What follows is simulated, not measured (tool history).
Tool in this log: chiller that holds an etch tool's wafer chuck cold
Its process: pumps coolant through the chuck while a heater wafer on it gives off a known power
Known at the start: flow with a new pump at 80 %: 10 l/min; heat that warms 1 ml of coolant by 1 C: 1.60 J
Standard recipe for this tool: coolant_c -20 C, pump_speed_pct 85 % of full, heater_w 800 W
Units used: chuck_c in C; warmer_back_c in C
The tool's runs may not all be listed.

run	hour	coolant_c	pump_speed_pct	heater_w	chuck_c	warmer_back_c
1	0.0	-20	85	800	-12.5	2.84
2	102.9	-20	85	800	-12.3	2.92
3	197.6	-20	85	800	-12.4	2.85
4	271.8	-20	85	800	-12.4	2.84
5	333.2	-20	85	800	-12.3	2.89
# hour 354.4: chiller's thermometer calibrated
6	442.3	-20	85	800	-12.3	2.86
7	493.2	-20	85	800	-12.4	2.92
8	607.5	-20	80	800	-12.2	3.07
9	680.3	-14	80	800	-5.9	3.07
10	760.0	-20	85	764	-12.5	2.69
11	862.6	-20	85	764	-12.7	2.80
12	958.6	-20	85	764	-12.5	2.78
13	1076.3	-20	88	800	-12.5	2.82
14	1131.9	-20	88	800	-12.4	2.83
# hour 1147.6: coolant pump overhauled
15	1236.4	-20	88	800	-12.1	2.90
16	1307.0	-22	70	1105	-9.3	5.18

Predict the results of run 17:
17	1379.4	-20	72	547	?	?

Run 17 produced chuck_c -13.6 C, warmer_back_c 2.51 C.
With the hidden condition absent and the run-to-run variation left alone, this run would have shown chuck_c -14.4 C, warmer_back_c 2.31 C.
